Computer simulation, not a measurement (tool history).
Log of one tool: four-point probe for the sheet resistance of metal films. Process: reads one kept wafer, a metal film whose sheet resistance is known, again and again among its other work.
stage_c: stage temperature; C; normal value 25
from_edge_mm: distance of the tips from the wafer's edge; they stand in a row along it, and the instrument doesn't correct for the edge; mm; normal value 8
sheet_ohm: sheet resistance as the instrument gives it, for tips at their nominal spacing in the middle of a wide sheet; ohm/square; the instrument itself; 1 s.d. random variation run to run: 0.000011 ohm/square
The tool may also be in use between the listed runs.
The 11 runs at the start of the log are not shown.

| run | day | stage_c | from_edge_mm | touches since the probe head was changed | hours of work since the stage's thermometer was calibrated | sheet_ohm |
|---|---|---|---|---|---|---|
| 12 | 5.233 | 20 | 8 | 30297 | 324 | 0.053078 |
| 13 | 5.833 | 20 | 8 | 30593 | 331 | 0.053071 |
| 14 | 6.35 | 25 | 8 | 30848 | 336 | 0.053151 |
| 15 | 6.817 | 25 | 8 | 31078 | 341 | 0.053125 |
| 16 | 7.317 | 25 | 8 | 31323 | 346 | 0.053154 |
| 17 | 7.792 | 25 | 8 | 31556 | 351 | 0.053148 |
| 18 | 8.112 | 25 | 8 | 31715 | 354 | 0.053153 |
| 19 | 8.788 | 26 | 14 | 32047 | 361 | 0.053066 |
| 20 | 9.338 | 23 | 14 | 32316 | 367 | 0.053028 |
| 21 | 9.846 | 23 | 5 | 32567 | 372 | 0.053297 |
| 22 | 10.562 | 34 | 23 | 32920 | 379 | 0.05315 |
| 23 | 11.212 | 30 | 3 | 33239 | 386 | 0.053889 |
| 24 | 11.862 | 20 | 44 | 33558 | 393 | 0.052974 |
| 25 | 12.221 | 25 | 52 | 33735 | 397 | 0.053018 |
| 26 | 12.912 | 24 | 33 | 34075 | 404 | 0.053017 |
| 27 | 13.429 | 19 | 5 | 34330 | 409 | 0.053222 |
| 28 | 13.979 | 19 | 5 | 34600 | 415 | 0.053223 |
| 29 | 14.292 | 25 | 25 | 34754 | 418 | 0.05305 |
| 30 | 14.683 | 22 | 8 | 34947 | 422 | 0.053104 |
| 31 | 15.283 | 18 | 8 | 35242 | 428 | 0.05302 |
| 32 | 15.717 | 31 | 8 | 35454 | 433 | 0.053226 |
| 33 | 16.129 | 31 | 8 | 35658 | 437 | 0.053236 |
| 34 | 16.721 | 32 | 7 | 35949 | 443 | 0.053282 |
| 35 | 17.396 | 32 | 9 | 36279 | 450 | 0.053217 |
| 36 | 18.092 | 31 | 4 | 36622 | 457 | 0.05356 |

Branching from run 36: 5 alternative next runs. What would each branch give?
| A | 18.75 | 23 | 7 | 36946 | 464 | ? |
| B | 18.75 | 25 | 18 | 36946 | 464 | ? |
| C | 18.75 | 25 | 4 | 36946 | 464 | ? |
| D | 18.75 | 28 | 4 | 36946 | 464 | ? |
| E | 18.75 | 24 | 51 | 36946 | 464 | ? |

| run | sheet_ohm |
|---|---|
| A | 0.053152 |
| B | 0.053059 |
| C | 0.053476 |
| D | 0.053526 |
| E | 0.053017 |
With the hidden condition removed and each run's random variation left untouched, the same runs would have given:
| run | sheet_ohm |
|---|---|
| A | 0.053148 |
| B | 0.053055 |
| C | 0.053472 |
| D | 0.053522 |
| E | 0.053013 |
